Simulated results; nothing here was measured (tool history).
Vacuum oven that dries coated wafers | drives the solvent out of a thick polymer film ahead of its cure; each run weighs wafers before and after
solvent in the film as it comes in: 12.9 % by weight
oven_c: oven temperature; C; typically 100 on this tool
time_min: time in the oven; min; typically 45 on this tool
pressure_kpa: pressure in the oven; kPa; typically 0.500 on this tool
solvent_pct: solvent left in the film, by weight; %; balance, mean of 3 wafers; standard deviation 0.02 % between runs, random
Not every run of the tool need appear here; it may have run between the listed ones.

run   hour  oven_c  time_min  pressure_kpa  solvent_pct
  1    0.0     100        45         0.500         1.99
  2   10.2      93        45         0.500         3.62
  3   21.5      90        45         0.500         4.32
  4   28.6      93        45         0.500         3.60
  5   38.6     100        45         0.431         1.95
  6   44.5     113        45         0.431         0.36
  7   55.2     113        45         0.431         0.35
  8   67.4     100        45         0.500         2.02
  9   74.5     100        45         0.317         1.96
 10   85.0     100        45         0.317         1.97
 11   90.6     100        45         0.317         1.89
 12  100.4     104        45         0.317         1.20
 13  111.5     104        45         0.317         1.21
 14  117.0     104        45         0.317         1.20
 15  129.0     104        45         0.317         1.19
 16  137.1     100        57         0.500         1.32
 17  146.8     100        45         0.547         2.04
 18  159.1     101        45         0.389         1.75
     161.4  -- vacuum gauge cleaned of residue and calibrated
 19  168.9     101        45         0.389         1.73
 20  177.5     101        71         0.389         0.76
 21  186.9      99        58         0.264         1.38
     197.2  -- vacuum gauge cleaned of residue and calibrated, once more
 22  198.8      99        58         0.264         1.33
 23  210.6     100        45         0.500         1.95
 24  216.3     111        45         0.500         0.46
 25  223.6      89        45         0.646         4.60
 26  229.7     100        45         1.064         2.16
 27  235.5      99        45         1.049         2.33
 28  242.9      99        45         1.049         2.34

Run 29 has not been measured yet. What should we expect?
 29  253.8     104        65         1.927            ?

solvent_pct: 1.09 %
Were there no unlogged condition in the tool, this run, its random variation unchanged, would have produced solvent_pct 1.03 %.

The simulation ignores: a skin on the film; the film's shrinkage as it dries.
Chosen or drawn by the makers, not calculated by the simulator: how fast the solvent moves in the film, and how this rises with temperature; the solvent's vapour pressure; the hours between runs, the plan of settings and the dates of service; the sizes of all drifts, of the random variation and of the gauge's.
